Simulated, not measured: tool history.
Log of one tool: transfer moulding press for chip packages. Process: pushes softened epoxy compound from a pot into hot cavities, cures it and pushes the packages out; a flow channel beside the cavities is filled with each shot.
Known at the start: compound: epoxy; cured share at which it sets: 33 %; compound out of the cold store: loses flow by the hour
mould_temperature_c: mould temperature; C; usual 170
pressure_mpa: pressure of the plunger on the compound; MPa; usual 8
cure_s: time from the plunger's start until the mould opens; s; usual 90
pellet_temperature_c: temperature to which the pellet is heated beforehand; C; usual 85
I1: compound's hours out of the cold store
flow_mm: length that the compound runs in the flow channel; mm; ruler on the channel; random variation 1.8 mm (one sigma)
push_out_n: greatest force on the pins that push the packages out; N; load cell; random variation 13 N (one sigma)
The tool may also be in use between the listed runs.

run 1 hour=0 | mould_temperature_c=170 pressure_mpa=8 cure_s=90 pellet_temperature_c=85 | I1=21 | flow_mm=512 push_out_n=820
-- hour=13.4 mould's thermocouples calibrated
-- hour=14.9 cavities cleaned with cleaning compound and waxed
run 2 hour=20.8 | mould_temperature_c=170 pressure_mpa=8 cure_s=90 pellet_temperature_c=85 | I1=18.6 | flow_mm=515 push_out_n=578
-- hour=41.3 plunger's sealing rings changed
run 3 hour=46.6 | mould_temperature_c=170 pressure_mpa=8 cure_s=90 pellet_temperature_c=85 | I1=30.3 | flow_mm=506 push_out_n=651
run 4 hour=58.4 | mould_temperature_c=170 pressure_mpa=8 cure_s=90 pellet_temperature_c=85 | I1=28 | flow_mm=515 push_out_n=707
run 5 hour=68.5 | mould_temperature_c=170 pressure_mpa=8 cure_s=90 pellet_temperature_c=85 | I1=42.7 | flow_mm=466 push_out_n=683
run 6 hour=82 | mould_temperature_c=170 pressure_mpa=8 cure_s=73 pellet_temperature_c=85 | I1=13.4 | flow_mm=557 push_out_n=1278
-- hour=90.2 mould's thermocouples calibrated, once more
run 7 hour=96.5 | mould_temperature_c=170 pressure_mpa=8 cure_s=90 pellet_temperature_c=85 | I1=35.3 | flow_mm=491 push_out_n=865
-- hour=102.7 cavities cleaned with cleaning compound and waxed
run 8 hour=108.1 | mould_temperature_c=170 pressure_mpa=9.68 cure_s=90 pellet_temperature_c=85 | I1=16.7 | flow_mm=605 push_out_n=681
run 9 hour=120.3 | mould_temperature_c=170 pressure_mpa=8 cure_s=90 pellet_temperature_c=85 | I1=13.3 | flow_mm=560 push_out_n=778
run 10 hour=143.2 | mould_temperature_c=170 pressure_mpa=8 cure_s=90 pellet_temperature_c=85 | I1=15.4 | flow_mm=550 push_out_n=882
run 11 hour=155.8 | mould_temperature_c=170 pressure_mpa=8 cure_s=90 pellet_temperature_c=85 | I1=22.2 | flow_mm=524 push_out_n=862
run 12 hour=167.3 | mould_temperature_c=170 pressure_mpa=8 cure_s=90 pellet_temperature_c=85 | I1=43.5 | flow_mm=458 push_out_n=804
-- hour=186 cavities cleaned with cleaning compound and waxed
run 13 hour=189.9 | mould_temperature_c=165 pressure_mpa=8 cure_s=90 pellet_temperature_c=85 | I1=15.4 | flow_mm=555 push_out_n=970
run 14 hour=200.7 | mould_temperature_c=165 pressure_mpa=8 cure_s=90 pellet_temperature_c=85 | I1=34.3 | flow_mm=491 push_out_n=949
run 15 hour=214.3 | mould_temperature_c=165 pressure_mpa=8 cure_s=90 pellet_temperature_c=92 | I1=45.1 | flow_mm=457 push_out_n=982
run 16 hour=234.6 | mould_temperature_c=165 pressure_mpa=8 cure_s=90 pellet_temperature_c=92 | I1=16.3 | flow_mm=543 push_out_n=1230
run 17 hour=246.8 | mould_temperature_c=165 pressure_mpa=8 cure_s=90 pellet_temperature_c=92 | I1=34.8 | flow_mm=482 push_out_n=1171
-- hour=269.4 cavities cleaned with cleaning compound and waxed
run 18 hour=270.9 | mould_temperature_c=165 pressure_mpa=8 cure_s=90 pellet_temperature_c=85 | I1=23.2 | flow_mm=517 push_out_n=919
-- hour=278.2 plunger's sealing rings changed
run 19 hour=286.3 | mould_temperature_c=165 pressure_mpa=8 cure_s=90 pellet_temperature_c=85 | I1=35 | flow_mm=507 push_out_n=970
run 20 hour=304.1 | mould_temperature_c=165 pressure_mpa=8 cure_s=90 pellet_temperature_c=85 | I1=45.6 | flow_mm=475 push_out_n=1017
run 21 hour=321.8 | mould_temperature_c=170 pressure_mpa=8 cure_s=95 pellet_temperature_c=85 | I1=34.2 | flow_mm=495 push_out_n=699
run 22 hour=337.7 | mould_temperature_c=170 pressure_mpa=6.24 cure_s=97 pellet_temperature_c=94 | I1=12.1 | flow_mm=497 push_out_n=775
run 23 hour=351.5 | mould_temperature_c=177 pressure_mpa=8 cure_s=90 pellet_temperature_c=88 | I1=32.4 | flow_mm=481 push_out_n=637
-- hour=355.9 cavities cleaned with cleaning compound and waxed
run 24 hour=373.4 | mould_temperature_c=177 pressure_mpa=6.61 cure_s=71 pellet_temperature_c=92 | I1=8.6 | flow_mm=505 push_out_n=811
run 25 hour=383.7 | mould_temperature_c=170 pressure_mpa=8.75 cure_s=90 pellet_temperature_c=85 | I1=10.2 | flow_mm=591 push_out_n=819
run 26 hour=394 | mould_temperature_c=170 pressure_mpa=8 cure_s=90 pellet_temperature_c=76 | I1=11.1 | flow_mm=560 push_out_n=868
run 27 hour=417.8 | mould_temperature_c=170 pressure_mpa=8 cure_s=90 pellet_temperature_c=76 | I1=13.8 | flow_mm=546 push_out_n=932
-- hour=439.3 cavities cleaned with cleaning compound and waxed
run 28 hour=439.3 | mould_temperature_c=164 pressure_mpa=9.19 cure_s=76 pellet_temperature_c=83 | I1=33 | flow_mm=531 push_out_n=1315
run 29 hour=455.1 | mould_temperature_c=164 pressure_mpa=9.19 cure_s=76 pellet_temperature_c=83 | I1=18.8 | flow_mm=582 push_out_n=1627

Forecast each of these 3 alternatives for the next run:
run A hour=478.4 | mould_temperature_c=170 pressure_mpa=7.68 cure_s=106 pellet_temperature_c=85 | I1=15.4 | flow_mm=? push_out_n=?
run B hour=478.4 | mould_temperature_c=172 pressure_mpa=9.19 cure_s=76 pellet_temperature_c=94 | I1=24.1 | flow_mm=? push_out_n=?
run C hour=478.4 | mould_temperature_c=167 pressure_mpa=8 cure_s=90 pellet_temperature_c=82 | I1=12.9 | flow_mm=? push_out_n=?

run=A flow_mm=522 push_out_n=626
run=B flow_mm=533 push_out_n=1006
run=C flow_mm=550 push_out_n=1069
Without the tool's hidden state the same runs would have given:
run=A flow_mm=552 push_out_n=463
run=B flow_mm=564 push_out_n=751
run=C flow_mm=582 push_out_n=799
